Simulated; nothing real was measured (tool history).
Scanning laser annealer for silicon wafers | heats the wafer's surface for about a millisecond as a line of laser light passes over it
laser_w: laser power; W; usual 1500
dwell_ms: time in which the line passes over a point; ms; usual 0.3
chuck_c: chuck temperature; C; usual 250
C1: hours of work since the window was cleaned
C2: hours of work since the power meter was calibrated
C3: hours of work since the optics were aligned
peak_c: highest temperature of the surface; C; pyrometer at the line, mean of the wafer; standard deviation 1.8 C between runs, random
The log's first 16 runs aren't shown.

{"run": 17, "day": 19.162, "laser_w": 1500, "dwell_ms": 0.325, "chuck_c": 250, "C1": 393, "C2": 1301, "C3": 119, "peak_c": 1034}
{"run": 18, "day": 20.588, "laser_w": 1500, "dwell_ms": 0.325, "chuck_c": 250, "C1": 415, "C2": 1323, "C3": 141, "peak_c": 1032}
{"run": 19, "day": 21.442, "laser_w": 1594, "dwell_ms": 0.31, "chuck_c": 265, "C1": 428, "C2": 1336, "C3": 154, "peak_c": 1077}
{"run": 20, "day": 22.354, "laser_w": 1594, "dwell_ms": 0.31, "chuck_c": 265, "C1": 442, "C2": 1350, "C3": 168, "peak_c": 1078}
{"run": 21, "day": 23.912, "laser_w": 1512, "dwell_ms": 0.282, "chuck_c": 262, "C1": 466, "C2": 1374, "C3": 192, "peak_c": 993}
{"run": 22, "day": 24.725, "laser_w": 1512, "dwell_ms": 0.282, "chuck_c": 262, "C1": 479, "C2": 1387, "C3": 205, "peak_c": 992}
{"run": 23, "day": 26.304, "laser_w": 1535, "dwell_ms": 0.229, "chuck_c": 222, "C1": 503, "C2": 1411, "C3": 229, "peak_c": 885}
{"run": 24, "day": 27.725, "laser_w": 1607, "dwell_ms": 0.279, "chuck_c": 242, "C1": 525, "C2": 1433, "C3": 251, "peak_c": 1013}
{"run": 25, "day": 28.938, "laser_w": 1607, "dwell_ms": 0.279, "chuck_c": 242, "C1": 543, "C2": 1452, "C3": 270, "peak_c": 1013}
{"run": 26, "day": 30.538, "laser_w": 1607, "dwell_ms": 0.279, "chuck_c": 242, "C1": 568, "C2": 1476, "C3": 294, "peak_c": 1012}
{"run": 27, "day": 31.792, "laser_w": 1615, "dwell_ms": 0.279, "chuck_c": 242, "C1": 587, "C2": 1496, "C3": 313, "peak_c": 1018}
{"run": 28, "day": 33.317, "laser_w": 1500, "dwell_ms": 0.317, "chuck_c": 270, "C1": 611, "C2": 1519, "C3": 337, "peak_c": 1036}
{"run": 29, "day": 35.05, "laser_w": 1500, "dwell_ms": 0.317, "chuck_c": 270, "C1": 637, "C2": 1546, "C3": 364, "peak_c": 1032}
{"run": 30, "day": 35.938, "laser_w": 1601, "dwell_ms": 0.296, "chuck_c": 270, "C1": 651, "C2": 1559, "C3": 377, "peak_c": 1063}
{"run": 31, "day": 37.45, "laser_w": 1500, "dwell_ms": 0.246, "chuck_c": 265, "C1": 674, "C2": 1583, "C3": 401, "peak_c": 935}
{"run": 32, "day": 38.15, "laser_w": 1500, "dwell_ms": 0.246, "chuck_c": 265, "C1": 685, "C2": 1593, "C3": 411, "peak_c": 929}
{"run": 33, "day": 38.904, "laser_w": 1523, "dwell_ms": 0.325, "chuck_c": 237, "C1": 697, "C2": 1605, "C3": 423, "peak_c": 1027}
{"run": 34, "day": 39.9, "laser_w": 1523, "dwell_ms": 0.325, "chuck_c": 237, "C1": 712, "C2": 1620, "C3": 438, "peak_c": 1023}

Branching from run 34: 4 alternative next runs. What would each branch give?
{"run": "A", "day": 40.825, "laser_w": 1523, "dwell_ms": 0.339, "chuck_c": 219, "C1": 726, "C2": 1635, "C3": 453, "peak_c": "?"}
{"run": "B", "day": 40.825, "laser_w": 1523, "dwell_ms": 0.313, "chuck_c": 281, "C1": 726, "C2": 1635, "C3": 453, "peak_c": "?"}
{"run": "C", "day": 40.825, "laser_w": 1418, "dwell_ms": 0.37, "chuck_c": 249, "C1": 726, "C2": 1635, "C3": 453, "peak_c": "?"}
{"run": "D", "day": 40.825, "laser_w": 1540, "dwell_ms": 0.325, "chuck_c": 237, "C1": 726, "C2": 1635, "C3": 453, "peak_c": "?"}

run=A peak_c=1020
run=B peak_c=1049
run=C peak_c=1032
run=D peak_c=1034
Without the tool's unlogged condition, the same runs would have read:
run=A peak_c=1037
run=B peak_c=1065
run=C peak_c=1049
run=D peak_c=1051

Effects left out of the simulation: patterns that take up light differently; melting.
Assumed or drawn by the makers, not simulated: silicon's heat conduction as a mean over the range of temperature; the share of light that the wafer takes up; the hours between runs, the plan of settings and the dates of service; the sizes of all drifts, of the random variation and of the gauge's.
